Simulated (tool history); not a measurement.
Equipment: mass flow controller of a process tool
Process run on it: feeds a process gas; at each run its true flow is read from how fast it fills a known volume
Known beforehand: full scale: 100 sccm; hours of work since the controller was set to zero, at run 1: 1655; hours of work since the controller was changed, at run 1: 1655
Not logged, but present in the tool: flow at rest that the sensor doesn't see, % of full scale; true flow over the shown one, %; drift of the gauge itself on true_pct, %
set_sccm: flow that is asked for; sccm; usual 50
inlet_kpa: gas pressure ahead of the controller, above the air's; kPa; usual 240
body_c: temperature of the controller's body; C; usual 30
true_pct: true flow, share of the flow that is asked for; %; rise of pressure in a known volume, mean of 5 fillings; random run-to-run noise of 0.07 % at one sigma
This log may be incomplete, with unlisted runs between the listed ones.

| run | day | set_sccm | inlet_kpa | body_c | hours of work since the controller was set to zero | hours of work since the controller was changed | true_pct |
|---|---|---|---|---|---|---|---|
| 1 | 0 | 50 | 240 | 30 | 1655 | 1655 | 97.57 |
| 2 | 17.762 | 50 | 240 | 35 | 1884 | 1884 | 97.6 |
| 3 | 38.275 | 50 | 240 | 30 | 2149 | 2149 | 97.27 |
| 4 | 54.838 | 50 | 240 | 33 | 2362 | 2362 | 97.18 |
| 5 | 72.25 | 50 | 240 | 30 | 2587 | 2587 | 97.09 |
| 6 | 95.492 | 50 | 141 | 30 | 2886 | 2886 | 97.52 |
| 7 | 110.575 | 50 | 141 | 30 | 3081 | 3081 | 97.66 |
| 8 | 133.9 | 50 | 141 | 30 | 3382 | 3382 | 97.45 |
| 9 | 154.179 | 50 | 141 | 30 | 3643 | 3643 | 97.3 |
| 10 | 163.717 | 50 | 254 | 30 | 3766 | 3766 | 96.64 |
| 11 | 173.546 | 50 | 158 | 30 | 3893 | 3893 | 97.09 |
| 12 | 187.879 | 50 | 158 | 30 | 4078 | 4078 | 96.98 |
| 13 | 200.258 | 50 | 158 | 30 | 4237 | 4237 | 97.02 |
|  | 202.25 | controller's zero set anew |
| 14 | 211.067 | 23 | 240 | 30 | 114 | 4377 | 93.73 |
| 15 | 221.771 | 23 | 240 | 30 | 252 | 4515 | 93.69 |
| 16 | 245.204 | 23 | 240 | 30 | 554 | 4817 | 93.47 |
| 17 | 257.604 | 50 | 240 | 20 | 714 | 4977 | 95.22 |
|  | 270.325 | controller's zero set anew, once more |
| 18 | 275.138 | 15 | 185 | 32 | 62 | 5203 | 96.15 |
| 19 | 293.692 | 15 | 185 | 32 | 301 | 5442 | 96 |
| 20 | 306.442 | 15 | 185 | 32 | 466 | 5606 | 95.85 |
| 21 | 327.9 | 71 | 153 | 28 | 743 | 5883 | 97.83 |
| 22 | 348.55 | 71 | 153 | 28 | 1009 | 6149 | 97.84 |
| 23 | 368.946 | 71 | 153 | 28 | 1272 | 6412 | 97.76 |
| 24 | 384.308 | 19 | 203 | 38 | 1470 | 6611 | 95.41 |
| 25 | 404.075 | 28 | 172 | 30 | 1725 | 6865 | 95.74 |
| 26 | 423.488 | 28 | 172 | 30 | 1975 | 7116 | 95.6 |
| 27 | 442.617 | 88 | 239 | 26 | 2222 | 7362 | 97.22 |
| 28 | 457.433 | 88 | 239 | 26 | 2413 | 7554 | 97.34 |
| 29 | 478.371 | 11 | 240 | 39 | 2683 | 7824 | 92.91 |
| 30 | 501.962 | 21 | 240 | 27 | 2987 | 8128 | 93.75 |
| 31 | 518.354 | 37 | 258 | 26 | 3199 | 8339 | 94.73 |
| 32 | 538.75 | 37 | 258 | 26 | 3462 | 8602 | 94.66 |
| 33 | 560.417 | 55 | 212 | 27 | 3741 | 8882 | 95.73 |
| 34 | 574.617 | 80 | 225 | 26 | 3924 | 9065 | 96.53 |

How the hidden state differs across the entries between the runs, from the last listed run before each to the first after it:
Run 13 -> run 14: controller's zero set anew (day 202.25)
  flow at rest that the sensor doesn't see, % of full scale: -0.474 -> -0.637; true flow over the shown one, %: -1.15 -> -1.18
  difference, measured minus the result without the unlogged condition, true_pct: -2.1 -> -3.95 %
Run 17 -> run 18: controller's zero set anew, once more (day 270.325)
  flow at rest that the sensor doesn't see, % of full scale: -0.699 -> -0.031; true flow over the shown one, %: -1.3 -> -1.35
  difference, measured minus the result without the unlogged condition, true_pct: -2.7 -> -1.56 %
